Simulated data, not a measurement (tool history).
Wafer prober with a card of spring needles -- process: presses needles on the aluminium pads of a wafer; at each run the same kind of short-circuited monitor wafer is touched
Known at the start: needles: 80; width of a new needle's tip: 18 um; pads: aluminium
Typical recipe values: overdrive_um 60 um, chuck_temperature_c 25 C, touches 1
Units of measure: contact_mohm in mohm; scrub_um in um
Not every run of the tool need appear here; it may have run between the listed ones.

{"run": 1, "hour": 0.0, "overdrive_um": 60, "chuck_temperature_c": 25, "touches": 1, "contact_mohm": 269, "scrub_um": 8.65}
{"hour": 34.1, "done": "tips cleaned on abrasive film"}
{"run": 2, "hour": 34.1, "overdrive_um": 60, "chuck_temperature_c": 25, "touches": 1, "contact_mohm": 269, "scrub_um": 8.64}
{"hour": 68.3, "done": "tips cleaned on abrasive film"}
{"run": 3, "hour": 73.8, "overdrive_um": 60, "chuck_temperature_c": 25, "touches": 1, "contact_mohm": 266, "scrub_um": 8.65}
{"hour": 105.3, "done": "tips cleaned on abrasive film"}
{"run": 4, "hour": 119.5, "overdrive_um": 60, "chuck_temperature_c": 25, "touches": 1, "contact_mohm": 269, "scrub_um": 8.64}
{"hour": 139.0, "done": "tips cleaned on abrasive film"}
{"run": 5, "hour": 157.3, "overdrive_um": 60, "chuck_temperature_c": 25, "touches": 1, "contact_mohm": 267, "scrub_um": 8.66}
{"hour": 172.7, "done": "tips cleaned on abrasive film"}
{"run": 6, "hour": 195.0, "overdrive_um": 60, "chuck_temperature_c": 25, "touches": 1, "contact_mohm": 273, "scrub_um": 8.68}
{"hour": 207.1, "done": "tips cleaned on abrasive film"}
{"hour": 216.6, "done": "height of the first contact set anew"}
{"hour": 242.4, "done": "tips cleaned on abrasive film"}
{"run": 7, "hour": 245.6, "overdrive_um": 60, "chuck_temperature_c": 25, "touches": 1, "contact_mohm": 270, "scrub_um": 8.69}
{"hour": 275.7, "done": "tips cleaned on abrasive film"}
{"run": 8, "hour": 284.6, "overdrive_um": 60, "chuck_temperature_c": 25, "touches": 1, "contact_mohm": 265, "scrub_um": 8.68}
{"hour": 310.7, "done": "tips cleaned on abrasive film"}
{"run": 9, "hour": 335.7, "overdrive_um": 60, "chuck_temperature_c": 25, "touches": 1, "contact_mohm": 265, "scrub_um": 8.69}
{"hour": 344.8, "done": "tips cleaned on abrasive film"}
{"run": 10, "hour": 363.2, "overdrive_um": 60, "chuck_temperature_c": 25, "touches": 1, "contact_mohm": 270, "scrub_um": 8.72}
{"hour": 380.1, "done": "tips cleaned on abrasive film"}
{"run": 11, "hour": 396.6, "overdrive_um": 60, "chuck_temperature_c": 25, "touches": 1, "contact_mohm": 268, "scrub_um": 8.73}
{"hour": 416.6, "done": "tips cleaned on abrasive film"}
{"run": 12, "hour": 431.3, "overdrive_um": 60, "chuck_temperature_c": 25, "touches": 1, "contact_mohm": 268, "scrub_um": 8.72}
{"hour": 450.7, "done": "tips cleaned on abrasive film"}
{"run": 13, "hour": 471.5, "overdrive_um": 79, "chuck_temperature_c": 34, "touches": 1, "contact_mohm": 271, "scrub_um": 11.51}
{"hour": 483.3, "done": "tips cleaned on abrasive film"}
{"hour": 517.2, "done": "tips cleaned on abrasive film"}
{"run": 14, "hour": 518.3, "overdrive_um": 48, "chuck_temperature_c": 35, "touches": 1, "contact_mohm": 278, "scrub_um": 6.99}
{"run": 15, "hour": 547.9, "overdrive_um": 69, "chuck_temperature_c": 48, "touches": 1, "contact_mohm": 271, "scrub_um": 10.09}
{"hour": 553.3, "done": "tips cleaned on abrasive film"}
{"run": 16, "hour": 574.5, "overdrive_um": 69, "chuck_temperature_c": 48, "touches": 1, "contact_mohm": 274, "scrub_um": 10.07}
{"hour": 588.1, "done": "tips cleaned on abrasive film"}
{"run": 17, "hour": 615.3, "overdrive_um": 69, "chuck_temperature_c": 34, "touches": 2, "contact_mohm": 270, "scrub_um": 10.1}
{"hour": 621.0, "done": "tips cleaned on abrasive film"}
{"run": 18, "hour": 643.4, "overdrive_um": 65, "chuck_temperature_c": 102, "touches": 2, "contact_mohm": 293, "scrub_um": 9.52}
{"hour": 656.0, "done": "tips cleaned on abrasive film"}
{"run": 19, "hour": 682.6, "overdrive_um": 60, "chuck_temperature_c": 27, "touches": 2, "contact_mohm": 273, "scrub_um": 8.76}
{"hour": 690.8, "done": "tips cleaned on abrasive film"}
{"run": 20, "hour": 717.0, "overdrive_um": 47, "chuck_temperature_c": 87, "touches": 1, "contact_mohm": 297, "scrub_um": 6.89}
{"hour": 725.5, "done": "tips cleaned on abrasive film"}
{"hour": 759.6, "done": "tips cleaned on abrasive film"}
{"run": 21, "hour": 760.2, "overdrive_um": 45, "chuck_temperature_c": 99, "touches": 2, "contact_mohm": 301, "scrub_um": 6.6}
{"hour": 795.4, "done": "tips cleaned on abrasive film"}
{"run": 22, "hour": 795.4, "overdrive_um": 55, "chuck_temperature_c": 93, "touches": 1, "contact_mohm": 289, "scrub_um": 8.07}
{"hour": 828.0, "done": "tips cleaned on abrasive film"}
{"run": 23, "hour": 845.4, "overdrive_um": 58, "chuck_temperature_c": 93, "touches": 1, "contact_mohm": 290, "scrub_um": 8.49}
{"hour": 862.7, "done": "tips cleaned on abrasive film"}
{"run": 24, "hour": 886.0, "overdrive_um": 60, "chuck_temperature_c": 26, "touches": 2, "contact_mohm": 269, "scrub_um": 8.81}

Below are 3 alternative next runs, each starting from the tool's condition after run 24. Predict each:
{"hour": 898.9, "done": "tips cleaned on abrasive film"}
{"hour": 920.3, "done": "gauge calibrated"}
{"hour": 925.6, "done": "height of the first contact set anew"}
{"hour": 933.6, "done": "tips cleaned on abrasive film"}
{"run": "A", "hour": 933.6, "overdrive_um": 60, "chuck_temperature_c": 25, "touches": 2, "contact_mohm": "?", "scrub_um": "?"}
{"hour": 898.9, "done": "tips cleaned on abrasive film"}
{"hour": 920.3, "done": "gauge calibrated"}
{"hour": 925.6, "done": "height of the first contact set anew"}
{"hour": 933.6, "done": "tips cleaned on abrasive film"}
{"run": "B", "hour": 933.6, "overdrive_um": 60, "chuck_temperature_c": 116, "touches": 1, "contact_mohm": "?", "scrub_um": "?"}
{"hour": 898.9, "done": "tips cleaned on abrasive film"}
{"hour": 920.3, "done": "gauge calibrated"}
{"hour": 925.6, "done": "height of the first contact set anew"}
{"hour": 933.6, "done": "tips cleaned on abrasive film"}
{"run": "C", "hour": 933.6, "overdrive_um": 60, "chuck_temperature_c": 74, "touches": 2, "contact_mohm": "?", "scrub_um": "?"}

run=A contact_mohm=270 scrub_um=8.65
run=B contact_mohm=295 scrub_um=8.66
run=C contact_mohm=284 scrub_um=8.64
With no hidden state in the tool, these same runs would have given:
run=A contact_mohm=270 scrub_um=8.64
run=B contact_mohm=295 scrub_um=8.65
run=C contact_mohm=284 scrub_um=8.64
